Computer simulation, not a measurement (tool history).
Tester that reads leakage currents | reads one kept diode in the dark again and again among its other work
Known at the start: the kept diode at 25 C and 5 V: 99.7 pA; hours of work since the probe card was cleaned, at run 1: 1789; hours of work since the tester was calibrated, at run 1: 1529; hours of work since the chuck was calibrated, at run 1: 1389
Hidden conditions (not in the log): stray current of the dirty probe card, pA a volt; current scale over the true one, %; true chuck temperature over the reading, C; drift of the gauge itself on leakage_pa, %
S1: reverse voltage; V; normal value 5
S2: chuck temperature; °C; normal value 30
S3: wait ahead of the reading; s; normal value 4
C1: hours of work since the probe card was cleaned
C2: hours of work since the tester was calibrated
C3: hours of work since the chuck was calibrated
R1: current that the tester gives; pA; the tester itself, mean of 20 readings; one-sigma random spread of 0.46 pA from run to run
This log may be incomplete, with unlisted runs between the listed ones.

{"run": 1, "hour": 0.0, "S1": 5, "S2": 30, "S3": 4, "C1": 1789, "C2": 1529, "C3": 1389, "R1": 142.66}
{"run": 2, "hour": 90.4, "S1": 5, "S2": 30, "S3": 4, "C1": 1836, "C2": 1576, "C3": 1436, "R1": 142.69}
{"run": 3, "hour": 131.8, "S1": 5, "S2": 30, "S3": 4, "C1": 1857, "C2": 1598, "C3": 1457, "R1": 142.44}
{"hour": 139.9, "done": "probe card cleaned and baked"}
{"run": 4, "hour": 196.3, "S1": 5, "S2": 30, "S3": 4, "C1": 29, "C2": 1629, "C3": 1489, "R1": 137.2}
{"run": 5, "hour": 248.3, "S1": 5, "S2": 30, "S3": 4, "C1": 56, "C2": 1656, "C3": 1516, "R1": 136.15}
{"run": 6, "hour": 297.4, "S1": 5, "S2": 30, "S3": 4, "C1": 82, "C2": 1682, "C3": 1541, "R1": 136.94}
{"run": 7, "hour": 367.7, "S1": 5, "S2": 36, "S3": 4, "C1": 118, "C2": 1718, "C3": 1578, "R1": 218.15}
{"run": 8, "hour": 431.4, "S1": 5, "S2": 36, "S3": 4, "C1": 151, "C2": 1751, "C3": 1611, "R1": 220.5}
{"run": 9, "hour": 499.3, "S1": 1.38, "S2": 30, "S3": 4, "C1": 186, "C2": 1786, "C3": 1646, "R1": 85.75}
{"run": 10, "hour": 568.0, "S1": 1.38, "S2": 30, "S3": 4, "C1": 222, "C2": 1822, "C3": 1681, "R1": 85.12}
{"run": 11, "hour": 665.1, "S1": 5, "S2": 48, "S3": 4, "C1": 272, "C2": 1872, "C3": 1732, "R1": 541.5}
{"run": 12, "hour": 760.0, "S1": 5, "S2": 48, "S3": 4, "C1": 321, "C2": 1921, "C3": 1781, "R1": 542.02}
{"run": 13, "hour": 855.7, "S1": 5, "S2": 48, "S3": 4, "C1": 371, "C2": 1971, "C3": 1830, "R1": 536.99}
{"run": 14, "hour": 954.1, "S1": 5, "S2": 48, "S3": 4, "C1": 422, "C2": 2022, "C3": 1881, "R1": 536.39}
{"run": 15, "hour": 1018.4, "S1": 5, "S2": 48, "S3": 4, "C1": 455, "C2": 2055, "C3": 1915, "R1": 535.16}
{"run": 16, "hour": 1108.5, "S1": 5, "S2": 48, "S3": 4, "C1": 502, "C2": 2102, "C3": 1961, "R1": 539.12}
{"hour": 1132.7, "done": "chuck's temperature calibrated"}
{"run": 17, "hour": 1171.9, "S1": 5, "S2": 48, "S3": 4, "C1": 534, "C2": 2134, "C3": 20, "R1": 606.04}
{"run": 18, "hour": 1265.2, "S1": 5, "S2": 30, "S3": 1.71, "C1": 582, "C2": 2182, "C3": 69, "R1": 153.7}
{"run": 19, "hour": 1323.7, "S1": 5, "S2": 30, "S3": 1.71, "C1": 612, "C2": 2212, "C3": 99, "R1": 153.13}
{"run": 20, "hour": 1412.6, "S1": 5, "S2": 30, "S3": 4, "C1": 658, "C2": 2259, "C3": 145, "R1": 152.59}
{"run": 21, "hour": 1497.4, "S1": 4.03, "S2": 51, "S3": 4, "C1": 702, "C2": 2302, "C3": 189, "R1": 689.79}
{"run": 22, "hour": 1582.2, "S1": 16.05, "S2": 40, "S3": 0.42, "C1": 746, "C2": 2346, "C3": 233, "R1": 514.01}
{"run": 23, "hour": 1634.3, "S1": 16.05, "S2": 40, "S3": 0.42, "C1": 773, "C2": 2373, "C3": 260, "R1": 514.36}
{"run": 24, "hour": 1714.6, "S1": 16.05, "S2": 40, "S3": 2.74, "C1": 815, "C2": 2415, "C3": 301, "R1": 506.14}
{"run": 25, "hour": 1798.1, "S1": 9.52, "S2": 40, "S3": 7.97, "C1": 858, "C2": 2458, "C3": 345, "R1": 415.74}
{"run": 26, "hour": 1886.9, "S1": 1.87, "S2": 26, "S3": 6.67, "C1": 904, "C2": 2504, "C3": 391, "R1": 76.04}
{"run": 27, "hour": 1936.9, "S1": 1.87, "S2": 26, "S3": 6.67, "C1": 930, "C2": 2530, "C3": 417, "R1": 76.08}
{"run": 28, "hour": 1983.8, "S1": 15.43, "S2": 33, "S3": 4.17, "C1": 954, "C2": 2554, "C3": 441, "R1": 290.64}
{"run": 29, "hour": 2058.3, "S1": 2.34, "S2": 30, "S3": 4, "C1": 993, "C2": 2593, "C3": 479, "R1": 113.77}
{"run": 30, "hour": 2109.4, "S1": 2.34, "S2": 30, "S3": 4, "C1": 1019, "C2": 2619, "C3": 506, "R1": 113.74}
{"run": 31, "hour": 2205.9, "S1": 2.87, "S2": 33, "S3": 4, "C1": 1069, "C2": 2669, "C3": 556, "R1": 155.55}
{"run": 32, "hour": 2282.4, "S1": 2.87, "S2": 33, "S3": 4, "C1": 1109, "C2": 2709, "C3": 596, "R1": 154.51}
{"run": 33, "hour": 2339.2, "S1": 13.16, "S2": 33, "S3": 4, "C1": 1138, "C2": 2739, "C3": 625, "R1": 270.51}
{"run": 34, "hour": 2412.6, "S1": 10.03, "S2": 30, "S3": 6.73, "C1": 1176, "C2": 2777, "C3": 663, "R1": 192.07}
{"run": 35, "hour": 2467.0, "S1": 3.69, "S2": 58, "S3": 0.34, "C1": 1204, "C2": 2805, "C3": 691, "R1": 1060.47}
{"run": 36, "hour": 2513.3, "S1": 1.4, "S2": 36, "S3": 8.26, "C1": 1228, "C2": 2829, "C3": 715, "R1": 148.7}
{"run": 37, "hour": 2574.4, "S1": 1.4, "S2": 36, "S3": 8.26, "C1": 1260, "C2": 2860, "C3": 747, "R1": 150.53}
{"run": 38, "hour": 2665.1, "S1": 1.3, "S2": 56, "S3": 8.26, "C1": 1307, "C2": 2907, "C3": 794, "R1": 634.2}
{"run": 39, "hour": 2761.3, "S1": 9.67, "S2": 56, "S3": 8.27, "C1": 1357, "C2": 2957, "C3": 844, "R1": 1294.07}
{"run": 40, "hour": 2850.8, "S1": 5, "S2": 30, "S3": 0.76, "C1": 1403, "C2": 3004, "C3": 890, "R1": 148.39}

Here are 4 independent what-if runs from the current tool condition. What would each one return?
{"run": "A", "hour": 2928.0, "S1": 5, "S2": 30, "S3": 0.35, "C1": 1443, "C2": 3044, "C3": 930, "R1": "?"}
{"run": "B", "hour": 2928.0, "S1": 3.85, "S2": 59, "S3": 1.03, "C1": 1443, "C2": 3044, "C3": 930, "R1": "?"}
{"run": "C", "hour": 2928.0, "S1": 1.81, "S2": 30, "S3": 0.47, "C1": 1443, "C2": 3044, "C3": 930, "R1": "?"}
{"run": "D", "hour": 2928.0, "S1": 5, "S2": 27, "S3": 4.5, "C1": 1443, "C2": 3044, "C3": 930, "R1": "?"}

run=A R1=150.04
run=B R1=1139.89
run=C R1=101.93
run=D R1=115.5
Stripped of hidden state, with their random variation kept, the same runs would have yielded:
run=A R1=154.57
run=B R1=1189.87
run=C R1=106.38
run=D R1=118.39
